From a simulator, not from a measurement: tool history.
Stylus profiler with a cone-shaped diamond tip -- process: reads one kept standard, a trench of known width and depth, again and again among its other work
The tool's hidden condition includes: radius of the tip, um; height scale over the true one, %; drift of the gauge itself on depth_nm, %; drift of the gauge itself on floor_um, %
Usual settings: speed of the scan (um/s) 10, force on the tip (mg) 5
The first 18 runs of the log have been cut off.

run    hour  speed of the scan (um/s)  force on the tip (mg)  scans with this tip  hours of work since the height scale was calibrated  depth of the trench (Å)  width of the trench's floor (um)
 19   721.2                         3                      5                 6474                                                  822                  10256.2                             26.55
 20   755.3                         7                   7.89                 6659                                                  845                  10348.2                             26.51
 21   799.5                         7                   7.89                 6898                                                  875                  10346.8                             26.51
 22   830.6                         7                   7.89                 7066                                                  897                  10350.1                             26.54
 23   886.8                        23                   5.41                 7370                                                  935                  10275.8                              26.5
 24   942.8                        21                   2.73                 7674                                                  974                  10168.9                             26.47
 25   988.4                        19                  14.07                 7921                                                 1005                  10516.5                             26.49
 26  1018.8                         8                   6.22                 8085                                                 1026                  10299.4                             26.51

The next listed run, before its measurement:
 27  1069.9                         8                   6.22                 8362                                                 1061                        ?                                 ?

{"run 27": {"depth of the trench (Å)": 10300, "width of the trench's floor (um)": 26.46}}
Take away the tool's hidden state, keep the run-to-run variation as it was, and the same run would have given depth of the trench (Å) 10300.1, width of the trench's floor (um) 26.46.
